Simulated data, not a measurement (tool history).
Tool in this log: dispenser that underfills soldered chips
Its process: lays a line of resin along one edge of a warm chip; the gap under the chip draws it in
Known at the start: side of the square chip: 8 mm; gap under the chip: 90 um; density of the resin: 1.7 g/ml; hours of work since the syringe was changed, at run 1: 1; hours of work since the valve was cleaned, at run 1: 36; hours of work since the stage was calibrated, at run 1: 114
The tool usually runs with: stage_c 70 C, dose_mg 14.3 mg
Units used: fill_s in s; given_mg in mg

run,hour,stage_c,dose_mg,hours of work since the syringe was changed,hours of work since the valve was cleaned,hours of work since the stage was calibrated,fill_s,given_mg
1,0.0,70,14.3,1,36,114,13.5,14.15
2,7.2,70,14.3,6,41,119,21.1,14.08
# hour 13.7: new syringe of resin
3,20.7,70,14.3,5,49,128,19.4,14.02
# hour 29.3: new syringe of resin
# hour 33.8: dispensing valve cleaned and set on the balance
4,34.9,70,17.5,3,1,136,16.7,17.51
5,43.3,70,17.5,9,6,142,27.8,17.50
# hour 45.8: new syringe of resin
6,58.0,70,14.3,8,16,152,26.4,14.19
# hour 60.4: new syringe of resin
7,72.2,70,17.4,8,25,161,25.2,17.21
# hour 75.0: new syringe of resin
8,80.5,70,15.4,4,30,166,17.6,15.23
9,86.8,70,15.4,8,35,170,26.2,15.25
# hour 89.5: new syringe of resin
10,93.6,70,14.3,3,39,175,17.6,14.10
# hour 104.4: new syringe of resin
11,105.3,70,14.3,1,46,182,14.4,14.02
12,111.6,70,14.3,5,51,186,19.9,13.91
# hour 119.0: new syringe of resin
13,121.4,70,14.3,2,57,193,15.6,14.01
# hour 123.2: dispensing valve cleaned and set on the balance
14,129.0,70,14.3,6,4,197,22.4,14.30
# hour 134.8: new syringe of resin
15,136.9,70,14.3,1,9,202,14.9,14.24
16,145.1,70,14.3,7,14,207,24.5,14.19
# hour 149.5: new syringe of resin
17,155.9,70,14.3,4,21,214,18.9,14.17
18,161.9,76,14.7,8,25,218,21.0,14.57
# hour 164.5: new syringe of resin
19,168.3,79,14.4,3,29,222,11.0,14.22
20,174.4,79,14.4,7,33,226,15.9,14.23
# hour 179.4: new syringe of resin
21,187.5,70,17.0,5,42,235,21.9,16.70
# hour 194.1: new syringe of resin
22,199.4,74,13.2,4,50,243,15.1,12.94
23,205.9,74,13.2,8,54,247,23.2,12.97
# hour 209.3: new syringe of resin
# hour 213.0: dispensing valve cleaned and set on the balance
24,214.8,78,16.4,3,1,252,10.8,16.43
25,221.0,63,15.5,7,5,256,34.4,15.51
# hour 225.4: new syringe of resin
26,228.6,76,13.1,2,10,261,12.2,13.07
27,235.4,76,13.1,7,15,265,18.9,13.00
# hour 240.7: new syringe of resin
28,247.4,76,13.1,4,22,273,16.1,12.96

Consider 4 possible next runs. They are alternatives, not a sequence: every one starts from the tool as it was left by run 28. What does each give?
# hour 256.1: new syringe of resin
A,256.4,66,16.0,0,28,279,?,?
# hour 256.1: new syringe of resin
B,256.4,84,16.9,0,28,279,?,?
# hour 256.1: new syringe of resin
C,256.4,70,12.7,0,28,279,?,?
# hour 256.1: new syringe of resin
D,256.4,56,16.5,0,28,279,?,?

run,fill_s,given_mg
A,17.1,15.79
B,7.3,16.67
C,14.7,12.56
D,27.0,16.35
With the hidden condition removed and each run's random variation left untouched, the same runs would have given:
run,fill_s,given_mg
A,15.9,15.96
B,6.8,16.84
C,13.6,12.70
D,25.0,16.52
